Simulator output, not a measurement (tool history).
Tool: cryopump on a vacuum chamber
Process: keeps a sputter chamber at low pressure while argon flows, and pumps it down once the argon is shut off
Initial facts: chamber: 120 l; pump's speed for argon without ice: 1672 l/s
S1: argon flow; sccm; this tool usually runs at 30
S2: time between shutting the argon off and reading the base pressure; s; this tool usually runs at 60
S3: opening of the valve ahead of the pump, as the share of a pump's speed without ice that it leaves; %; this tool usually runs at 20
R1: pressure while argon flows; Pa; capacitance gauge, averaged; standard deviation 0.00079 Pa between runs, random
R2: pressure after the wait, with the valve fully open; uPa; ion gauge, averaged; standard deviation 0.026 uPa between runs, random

run,day,S1,S2,S3,R1,R2
1,0.000,30,60,20,0.1544,1.20
2,1.788,30,60,47,0.0678,1.17
3,4.946,30,60,47,0.0672,1.19
4,9.321,30,60,45,0.0705,1.28
5,13.600,30,60,45,0.0710,1.35
6,16.167,30,60,45,0.0712,1.40
7,19.812,30,60,20,0.1565,1.45
8,21.658,30,60,20,0.1568,1.44
9,24.383,25,24,57,0.0478,2.90
10,26.900,25,24,57,0.0478,2.92
11,30.817,25,24,57,0.0494,2.98
# day 34.392: pump warmed up, emptied and cooled again
12,35.375,25,42,21,0.1203,1.87
13,38.008,17,257,59,0.0292,0.91
14,39.788,28,60,32,0.0883,1.54
15,42.350,28,60,32,0.0894,1.61

Branching from run 15: 5 alternative next runs. What would each branch give?
A,44.525,51,49,46,?,?
B,44.525,51,60,20,?,?
C,44.525,30,34,20,?,?
D,44.525,30,91,32,?,?
E,44.525,18,41,22,?,?

run,R1,R2
A,0.1137,1.93
B,0.2607,1.69
C,0.1546,2.31
D,0.0948,1.42
E,0.0829,2.08
Without the tool's hidden state the same runs would have given:
run,R1,R2
A,0.1115,1.33
B,0.2585,1.10
C,0.1533,1.74
D,0.0935,0.82
E,0.0821,1.50
